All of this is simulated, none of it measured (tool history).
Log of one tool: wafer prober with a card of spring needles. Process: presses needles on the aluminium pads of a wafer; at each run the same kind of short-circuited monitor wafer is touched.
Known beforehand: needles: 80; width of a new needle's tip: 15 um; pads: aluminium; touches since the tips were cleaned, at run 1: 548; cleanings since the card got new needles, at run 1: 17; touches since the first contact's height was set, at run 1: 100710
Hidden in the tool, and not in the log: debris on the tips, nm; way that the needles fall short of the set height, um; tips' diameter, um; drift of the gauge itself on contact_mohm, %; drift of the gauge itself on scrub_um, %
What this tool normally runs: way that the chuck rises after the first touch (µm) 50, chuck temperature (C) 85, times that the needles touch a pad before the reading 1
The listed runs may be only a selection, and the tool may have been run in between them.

| run | hour | way that the chuck rises after the first touch (µm) | chuck temperature (C) | times that the needles touch a pad before the reading | touches since the tips were cleaned | cleanings since the card got new needles | touches since the first contact's height was set | resistance of one needle with its contact and lead (mohm) | way that a needle slides on the pad (µm) |
|---|---|---|---|---|---|---|---|---|---|
| 1 | 0.0 | 50 | 85 | 1 | 548 | 17 | 100710 | 251 | 7.94 |
|  | 7.9 | tips cleaned on abrasive film |
|  | 15.9 | tips cleaned on abrasive film |
| 2 | 19.2 | 30 | 85 | 1 | 2279 | 19 | 113522 | 561 | 4.63 |
|  | 25.2 | tips cleaned on abrasive film |
|  | 35.0 | tips cleaned on abrasive film |
|  | 42.9 | tips cleaned on abrasive film |
| 3 | 47.4 | 30 | 85 | 1 | 3002 | 22 | 132245 | 662 | 4.57 |
|  | 51.4 | tips cleaned on abrasive film |
|  | 55.6 | height of the first contact set anew |
|  | 59.6 | tips cleaned on abrasive film |
|  | 69.4 | tips cleaned on abrasive film |
|  | 79.3 | tips cleaned on abrasive film |
|  | 87.5 | tips cleaned on abrasive film |
| 4 | 87.5 | 30 | 85 | 1 | 0 | 27 | 21235 | 268 | 4.82 |
|  | 97.4 | tips cleaned on abrasive film |
|  | 105.4 | tips cleaned on abrasive film |
|  | 113.3 | tips cleaned on abrasive film |
|  | 123.1 | tips cleaned on abrasive film |
| 5 | 123.9 | 30 | 85 | 1 | 560 | 31 | 45420 | 382 | 4.76 |
|  | 131.6 | tips cleaned on abrasive film |
|  | 139.6 | tips cleaned on abrasive film |
|  | 149.3 | tips cleaned on abrasive film |
| 6 | 152.4 | 30 | 85 | 1 | 2142 | 34 | 64438 | 495 | 4.72 |
|  | 158.4 | tips cleaned on abrasive film |
|  | 166.4 | tips cleaned on abrasive film |
|  | 175.8 | tips cleaned on abrasive film |
|  | 184.9 | tips cleaned on abrasive film |
| 7 | 184.9 | 30 | 85 | 1 | 0 | 38 | 85986 | 270 | 4.68 |
|  | 194.8 | tips cleaned on abrasive film |
|  | 202.7 | tips cleaned on abrasive film |
| 8 | 205.0 | 43 | 85 | 1 | 1520 | 40 | 99380 | 338 | 6.74 |
|  | 210.9 | tips cleaned on abrasive film |
|  | 220.8 | tips cleaned on abrasive film |
|  | 230.5 | tips cleaned on abrasive film |
|  | 238.5 | tips cleaned on abrasive film |
| 9 | 242.3 | 43 | 85 | 1 | 2583 | 44 | 124235 | 380 | 6.72 |
|  | 248.1 | tips cleaned on abrasive film |
|  | 257.7 | tips cleaned on abrasive film |
| 10 | 261.3 | 43 | 85 | 1 | 2460 | 46 | 136914 | 413 | 6.63 |
|  | 263.6 | height of the first contact set anew |
|  | 267.6 | tips cleaned on abrasive film |
|  | 277.4 | tips cleaned on abrasive film |
| 11 | 279.7 | 50 | 85 | 2 | 1526 | 48 | 10685 | 278 | 8.10 |
|  | 285.6 | tips cleaned on abrasive film |
|  | 295.3 | tips cleaned on abrasive film |
| 12 | 299.4 | 50 | 85 | 2 | 2735 | 50 | 23823 | 298 | 8.11 |
|  | 305.1 | tips cleaned on abrasive film |
|  | 314.8 | tips cleaned on abrasive film |
|  | 322.7 | tips cleaned on abrasive film |
|  | 332.0 | tips cleaned on abrasive film |
| 13 | 337.3 | 50 | 85 | 1 | 3584 | 54 | 49092 | 375 | 8.04 |
|  | 341.4 | tips cleaned on abrasive film |
|  | 349.3 | tips cleaned on abrasive film |
|  | 357.2 | tips cleaned on abrasive film |
|  | 366.9 | tips cleaned on abrasive film |
| 14 | 374.7 | 50 | 85 | 2 | 5246 | 58 | 73940 | 344 | 7.95 |
|  | 376.7 | tips cleaned on abrasive film |
|  | 384.7 | tips cleaned on abrasive film |
|  | 394.4 | tips cleaned on abrasive film |
| 15 | 396.1 | 50 | 64 | 2 | 1144 | 61 | 88153 | 262 | 7.94 |
|  | 403.6 | tips cleaned on abrasive film |
|  | 413.5 | tips cleaned on abrasive film |
| 16 | 415.5 | 49 | 55 | 1 | 1333 | 63 | 101114 | 309 | 7.70 |
|  | 423.0 | tips cleaned on abrasive film |
|  | 432.6 | tips cleaned on abrasive film |
|  | 442.4 | tips cleaned on abrasive film |
|  | 450.3 | tips cleaned on abrasive film |
| 17 | 451.1 | 46 | 26 | 2 | 537 | 67 | 124816 | 242 | 7.17 |
|  | 458.8 | tips cleaned on abrasive film |
|  | 468.6 | tips cleaned on abrasive film |
|  | 470.8 | height of the first contact set anew |
|  | 478.6 | tips cleaned on abrasive film |
|  | 488.0 | tips cleaned on abrasive film |
| 18 | 491.2 | 46 | 81 | 2 | 2128 | 71 | 13565 | 295 | 7.44 |
|  | 496.9 | tips cleaned on abrasive film |
|  | 504.9 | tips cleaned on abrasive film |
|  | 514.8 | tips cleaned on abrasive film |
|  | 522.7 | tips cleaned on abrasive film |
| 19 | 529.5 | 46 | 81 | 2 | 4606 | 75 | 39106 | 362 | 7.34 |
|  | 531.6 | tips cleaned on abrasive film |
|  | 541.3 | tips cleaned on abrasive film |
|  | 549.2 | tips cleaned on abrasive film |
|  | 559.1 | tips cleaned on abrasive film |
| 20 | 565.3 | 41 | 34 | 3 | 4143 | 79 | 62884 | 327 | 6.51 |
|  | 567.3 | tips cleaned on abrasive film |
|  | 576.9 | tips cleaned on abrasive film |
|  | 584.9 | tips cleaned on abrasive film |
|  | 594.3 | tips cleaned on abrasive film |
|  | 604.2 | tips cleaned on abrasive film |
| 21 | 606.0 | 57 | 34 | 1 | 1203 | 84 | 89929 | 281 | 9.05 |
|  | 613.9 | tips cleaned on abrasive film |
|  | 623.8 | tips cleaned on abrasive film |
|  | 631.7 | tips cleaned on abrasive film |
|  | 640.1 | tips cleaned on abrasive film |
| 22 | 640.1 | 39 | 43 | 2 | 0 | 88 | 112672 | 239 | 6.06 |

Run 23 comes next. What will it give?
|  | 649.9 | tips cleaned on abrasive film |
|  | 659.8 | tips cleaned on abrasive film |
| 23 | 664.6 | 56 | 100 | 3 | 3256 | 90 | 129021 | ? | ? |

Logged for run 23: resistance of one needle with its contact and lead (mohm) 269, way that a needle slides on the pad (µm) 8.85.
The same run, on a tool lacking any hidden state, would have yielded resistance of one needle with its contact and lead (mohm) 214, way that a needle slides on the pad (µm) 9.14.
